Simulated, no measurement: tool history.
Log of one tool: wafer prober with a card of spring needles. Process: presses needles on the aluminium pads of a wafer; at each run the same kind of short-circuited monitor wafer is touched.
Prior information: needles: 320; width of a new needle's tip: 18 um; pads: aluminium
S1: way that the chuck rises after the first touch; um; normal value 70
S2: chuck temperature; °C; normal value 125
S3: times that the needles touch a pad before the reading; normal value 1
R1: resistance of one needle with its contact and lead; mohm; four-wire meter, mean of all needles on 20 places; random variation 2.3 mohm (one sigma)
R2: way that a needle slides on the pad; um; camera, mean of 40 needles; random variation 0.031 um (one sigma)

| run | day | S1 | S2 | S3 | R1 | R2 |
|---|---|---|---|---|---|---|
| 1 | 0 | 70 | 125 | 1 | 559 | 9.05 |
|  | 0.088 | tips cleaned on abrasive film |
|  | 0.1 | height of the first contact set anew |
| 2 | 0.392 | 55 | 125 | 1 | 834 | 6.86 |
|  | 0.446 | tips cleaned on abrasive film |
|  | 0.775 | tips cleaned on abrasive film |
| 3 | 0.962 | 70 | 100 | 1 | 525 | 8.82 |
|  | 1.108 | tips cleaned on abrasive film |
| 4 | 1.296 | 70 | 125 | 1 | 527 | 8.8 |
|  | 1.429 | tips cleaned on abrasive film |
|  | 1.762 | tips cleaned on abrasive film |
| 5 | 1.812 | 70 | 125 | 1 | 383 | 8.8 |
|  | 2.071 | tips cleaned on abrasive film |
| 6 | 2.158 | 70 | 125 | 1 | 432 | 8.78 |
|  | 2.375 | tips cleaned on abrasive film |
|  | 2.721 | tips cleaned on abrasive film |
| 7 | 2.788 | 70 | 125 | 1 | 398 | 8.83 |
|  | 3.058 | tips cleaned on abrasive film |
|  | 3.358 | tips cleaned on abrasive film |
| 8 | 3.375 | 70 | 26 | 1 | 306 | 8.83 |
|  | 3.671 | tips cleaned on abrasive film |
| 9 | 3.85 | 70 | 125 | 1 | 497 | 8.83 |
|  | 3.983 | tips cleaned on abrasive film |
|  | 4.112 | height of the first contact set anew, once more |
|  | 4.325 | tips cleaned on abrasive film |
| 10 | 4.342 | 70 | 125 | 1 | 331 | 9.29 |
|  | 4.638 | tips cleaned on abrasive film |
| 11 | 4.704 | 55 | 47 | 2 | 374 | 7.28 |
|  | 4.975 | tips cleaned on abrasive film |
| 12 | 5.138 | 55 | 47 | 2 | 486 | 7.28 |
|  | 5.292 | tips cleaned on abrasive film |
| 13 | 5.579 | 52 | 41 | 2 | 641 | 6.88 |
|  | 5.629 | tips cleaned on abrasive film |
|  | 5.975 | tips cleaned on abrasive film |
| 14 | 5.983 | 52 | 41 | 2 | 301 | 6.91 |
|  | 6.279 | tips cleaned on abrasive film |
| 15 | 6.4 | 52 | 41 | 2 | 433 | 6.92 |
|  | 6.575 | tips cleaned on abrasive film |
|  | 6.908 | tips cleaned on abrasive film |
| 16 | 7.108 | 52 | 41 | 2 | 572 | 6.92 |

Forecast run 17:
|  | 7.208 | tips cleaned on abrasive film |
|  | 7.521 | tips cleaned on abrasive film |
| 17 | 7.779 | 52 | 41 | 2 | ? | ? |

Run 17 produced R1 613 mohm, R2 6.91 um.
Without the tool's hidden state the same run would have given R1 251 mohm, R2 6.97 um.
